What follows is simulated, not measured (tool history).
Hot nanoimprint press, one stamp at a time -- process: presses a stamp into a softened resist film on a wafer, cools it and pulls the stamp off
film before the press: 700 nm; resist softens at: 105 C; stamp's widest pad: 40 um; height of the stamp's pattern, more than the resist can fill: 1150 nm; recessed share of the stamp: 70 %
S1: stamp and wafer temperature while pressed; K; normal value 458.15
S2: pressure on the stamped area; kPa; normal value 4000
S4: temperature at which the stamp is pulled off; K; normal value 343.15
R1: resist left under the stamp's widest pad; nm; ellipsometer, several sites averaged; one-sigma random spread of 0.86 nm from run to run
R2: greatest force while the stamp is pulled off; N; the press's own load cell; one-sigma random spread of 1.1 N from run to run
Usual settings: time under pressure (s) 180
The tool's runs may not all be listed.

Run 1, hour 0: usual settings. Result: R1 349.3 nm, R2 169 N.
Run 2, hour 41.1: usual settings. Result: R1 349.6 nm, R2 167 N.
Run 3, hour 110.5: usual settings but S4 342.15 K. Result: R1 350.8 nm, R2 171 N.
Run 4, hour 160: usual settings. Result: R1 350.6 nm, R2 166 N.
Run 5, hour 226.5: usual settings. Result: R1 350.9 nm, R2 169 N.
At hour 262.6: stamp cleaned and given a new release coat.
Run 6, hour 279.1: usual settings. Result: R1 350.6 nm, R2 168 N.
Run 7, hour 327.2: usual settings but S4 351.15 K. Result: R1 352.2 nm, R2 133 N.
Run 8, hour 360: usual settings but S4 351.15 K. Result: R1 350.5 nm, R2 132 N.
Run 9, hour 419.4: usual settings but time under pressure (s) 170, S4 351.15 K. Result: R1 358.9 nm, R2 133 N.
Run 10, hour 468.7: usual settings but time under pressure (s) 170, S4 351.15 K. Result: R1 359.8 nm, R2 133 N.
Run 11, hour 525.5: usual settings but time under pressure (s) 170, S4 351.15 K. Result: R1 358.8 nm, R2 134 N.
Run 12, hour 558.9: usual settings but time under pressure (s) 170, S4 351.15 K. Result: R1 359.9 nm, R2 133 N.
At hour 604.4: stamp cleaned and given a new release coat.
Run 13, hour 633.4: usual settings but time under pressure (s) 170, S4 351.15 K. Result: R1 358.9 nm, R2 132 N.
Run 14, hour 669.9: usual settings. Result: R1 352 nm, R2 167 N.
Run 15, hour 728.5: usual settings. Result: R1 352.2 nm, R2 164 N.
Run 16, hour 780.5: usual settings. Result: R1 353.4 nm, R2 168 N.
Run 17, hour 832.6: usual settings. Result: R1 353.8 nm, R2 169 N.
Run 18, hour 867.1: usual settings but S1 460.15 K, time under pressure (s) 100, S4 349.15 K. Result: R1 413.4 nm, R2 141 N.
Run 19, hour 916.5: usual settings but S1 460.15 K, time under pressure (s) 100, S4 349.15 K. Result: R1 412.9 nm, R2 141 N.
At hour 947.8: stamp cleaned and given a new release coat.
Run 20, hour 959: usual settings but S1 457.15 K, S2 4420 kPa, S4 346.15 K. Result: R1 348.7 nm, R2 155 N.
Run 21, hour 1009.3: usual settings but S1 457.15 K, S2 4420 kPa, S4 346.15 K. Result: R1 349.9 nm, R2 154 N.
At hour 1034.2: press's hydraulic seals changed and the load cell set to zero.
At hour 1042.4: plate thermocouple calibrated.
Run 22, hour 1052: usual settings but S1 457.15 K, S2 4420 kPa, S4 346.15 K. Result: R1 350.2 nm, R2 154 N.
Run 23, hour 1093.5: usual settings but S1 457.15 K, S2 4420 kPa, S4 346.15 K. Result: R1 350.2 nm, R2 156 N.
Run 24, hour 1144.6: usual settings but S2 4470 kPa, time under pressure (s) 341. Result: R1 263.8 nm, R2 168 N.
Run 25, hour 1182.7: usual settings but S1 446.15 K. Result: R1 475.7 nm, R2 169 N.
Run 26, hour 1243.7: usual settings but S1 464.15 K, S2 6210 kPa. Result: R1 248.5 nm, R2 168 N.
Run 27, hour 1287.3: usual settings but time under pressure (s) 235, S4 335.15 K. Result: R1 319.2 nm, R2 206 N.
At hour 1302.8: stamp cleaned and given a new release coat.
Run 28, hour 1334.2: usual settings but S1 450.15 K, S2 4890 kPa, time under pressure (s) 272, S4 338.15 K. Result: R1 350.7 nm, R2 191 N.
Run 29, hour 1400.6: usual settings but S1 461.15 K, S2 5040 kPa. Result: R1 297 nm, R2 167 N.
Run 30, hour 1429.2: usual settings but S1 466.15 K, S2 3490 kPa, time under pressure (s) 263, S4 344.15 K. Result: R1 261.3 nm, R2 163 N.
Run 31, hour 1463.1: usual settings but S1 455.15 K, time under pressure (s) 328, S4 345.15 K. Result: R1 305.9 nm, R2 159 N.

What if the next run were any one of these 3? Each begins from the tool's condition after run 31:
Run A, hour 1512.3: usual settings but S2 5330 kPa, time under pressure (s) 290. Result: R1 ?, R2 ?.
Run B, hour 1512.3: usual settings but S1 455.15 K, S2 3010 kPa, time under pressure (s) 328, S4 350.15 K. Result: R1 ?, R2 ?.
Run C, hour 1512.3: usual settings but S1 470.15 K, S2 2420 kPa, time under pressure (s) 154. Result: R1 ?, R2 ?.

run     R1   R2
  A  260.5  169
  B  346.1  137
  C  345.5  167
Take away the tool's hidden state, keep each run's random variation, and the runs would have read:
run     R1   R2
  A  255.7  168
  B  339.8  137
  C  339.2  167
